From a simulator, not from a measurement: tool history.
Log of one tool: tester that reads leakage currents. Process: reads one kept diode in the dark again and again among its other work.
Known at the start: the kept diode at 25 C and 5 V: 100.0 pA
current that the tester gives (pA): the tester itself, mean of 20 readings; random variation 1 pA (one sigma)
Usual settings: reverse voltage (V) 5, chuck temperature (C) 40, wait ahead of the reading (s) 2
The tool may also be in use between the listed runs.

run    hour  reverse voltage (V)  chuck temperature (C)  wait ahead of the reading (s)  current that the tester gives (pA)
  1       0                    5                     40                              2                              349.96
  2    34.7                    5                     50                              2                              732.11
  3    69.7                    5                     50                              2                              734.85
  4   101.7                    5                     50                              2                               740.3
  5     147                    5                     50                              2                               743.5
  6     186                10.79                     40                              2                              495.53
  7   238.9                10.79                     40                              2                              501.14
  8   305.2                10.79                     40                              2                              503.12
  9   373.1                10.79                     40                              2                              509.84
 10   407.9                10.79                     40                              2                              510.58
 11   444.5                10.79                     40                              2                              512.89
 12   486.5                10.79                     47                              2                              856.57
 13   539.6                10.79                     47                              2                              869.22
 14   605.2                10.79                     23                           0.91                              155.23
      613.4  -- tester calibrated
 15   665.6                    5                     26                           0.43                              135.76
 16   712.6                 5.78                     40                           5.28                              407.95
 17   774.5                 3.32                     55                              2                              959.92
 18   817.7                 3.32                     55                              2                               967.8
 19   886.8                12.18                     40                            0.4                              581.41
      909.2  -- tester calibrated, once more
      915.6  -- probe card cleaned and baked
 20   947.6                12.18                     40                            0.4                              553.17
 21  1014.6                12.18                     31                           5.89                              270.58
 22  1047.7                    5                     40                           3.68                              385.79
     1078.4  -- chuck's temperature calibrated
 23  1086.3                    5                     40                           3.68                               341.3
 24  1133.4                19.41                     36                           1.05                              442.19
 25  1197.2                19.41                     36                           1.05                              444.38

4 ways to go on from here, each from the tool as it stands after run 25. What would each give?
  A  1258                19.41                     32                           1.05                                   ?
  B  1258                19.41                     48                           1.05                                   ?
  C  1258                 1.38                     23                           0.76                                   ?
  D  1258                 8.34                     36                           1.05                                   ?

run  current that the tester gives (pA)
  A                              330.38
  B                             1100.71
  C                               52.98
  D                              319.63
Without the tool's hidden state the same runs would have given:
run  current that the tester gives (pA)
  A                              314.37
  B                             1065.23
  C                                50.9
  D                              307.78

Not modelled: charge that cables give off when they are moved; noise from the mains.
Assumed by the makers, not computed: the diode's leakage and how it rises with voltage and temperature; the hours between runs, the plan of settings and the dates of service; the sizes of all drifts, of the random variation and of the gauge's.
